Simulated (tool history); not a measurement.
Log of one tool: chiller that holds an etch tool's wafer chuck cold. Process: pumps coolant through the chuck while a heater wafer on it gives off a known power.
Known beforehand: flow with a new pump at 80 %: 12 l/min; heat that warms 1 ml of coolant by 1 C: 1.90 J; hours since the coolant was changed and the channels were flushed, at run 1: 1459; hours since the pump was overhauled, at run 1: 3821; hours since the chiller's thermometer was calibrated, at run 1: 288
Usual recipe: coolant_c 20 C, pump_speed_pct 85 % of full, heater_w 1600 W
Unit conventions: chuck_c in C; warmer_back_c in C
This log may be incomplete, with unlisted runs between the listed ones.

run,hour,coolant_c,pump_speed_pct,heater_w,hours since the coolant was changed and the channels were flushed,hours since the pump was overhauled,hours since the chiller's thermometer was calibrated,chuck_c,warmer_back_c
1,0,20,85,1600,1459,3821,288,31.5,4.31
2,172.9,20,85,1600,1632,3994,461,31.8,4.27
3,287,20,85,1600,1746,4108,575,32,4.32
4,461.4,20,85,1600,1920,4282,749,32.3,4.37
5,673,20,85,1202,2132,4494,961,29.1,3.28
6,783.2,11,85,1600,2242,4604,1071,23.4,4.41
7,966.1,11,85,1600,2425,4787,1254,23.3,4.36
8,1124.8,20,85,1600,2584,4945,1413,32.6,4.43
9,1223.1,20,85,1600,2682,5044,1511,32.5,4.45
10,1348.1,20,86,1600,2807,5169,1636,32.4,4.35
# hour 1388: coolant changed, channels flushed
11,1452.4,20,86,1600,64,5267,1734,31.8,4.37
12,1673.1,20,86,1600,285,5488,1955,31.8,4.46
13,1890.5,20,86,1600,502,5705,2172,32,4.44
14,2126.7,20,86,1600,739,5941,2409,32.3,4.49
15,2277.8,20,86,1600,890,6092,2560,32.3,4.51
# hour 2299.6: coolant pump overhauled
16,2456.3,20,86,1600,1063,157,2733,31.1,3.97
# hour 2476: chiller's thermometer calibrated
17,2567.3,20,78,1600,1173,267,91,32.2,4.34
18,2794.9,20,78,1005,1401,494,319,27.9,2.74
19,2978.1,20,78,1005,1584,677,502,28,2.79
20,3076.3,20,78,1005,1682,776,600,27.8,2.82
21,3256.8,20,61,1281,1863,956,781,32.7,4.58
22,3461,11,96,1049,2067,1160,985,18,2.29
# hour 3602: chiller's thermometer calibrated, once more
23,3607.7,20,96,1600,2213,1306,6,30.2,3.62
24,3745,20,96,918,2350,1443,143,26,2.06
25,3964.3,16,85,1105,2569,1663,362,24,2.79
26,4157.4,16,85,1105,2762,1856,555,24.2,2.83
# hour 4234.7: coolant changed, channels flushed
27,4373.7,16,68,1749,139,2066,766,30.7,5.73
28,4584.3,24,61,1600,350,2277,976,39.1,5.86
29,4710.9,24,61,1215,476,2403,1103,35.6,4.43
30,4816.1,18,65,1600,581,2508,1208,32.4,5.48
31,4912.2,19,70,1940,678,2605,1304,35.4,6.22

Predict each of these 3 candidate next runs independently; none follows another, all start after run 31:
A,5142.2,13,84,2217,908,2835,1534,?,?
B,5142.2,19,71,1940,908,2835,1534,?,?
C,5142.2,19,81,1432,908,2835,1534,?,?

run,chuck_c,warmer_back_c
A,29.1,5.91
B,35.2,6.16
C,29.7,4.02
Take away the tool's hidden state, keep each run's random variation, and the runs would have read:
run,chuck_c,warmer_back_c
A,27.8,5.56
B,33.9,5.79
C,28.8,3.78
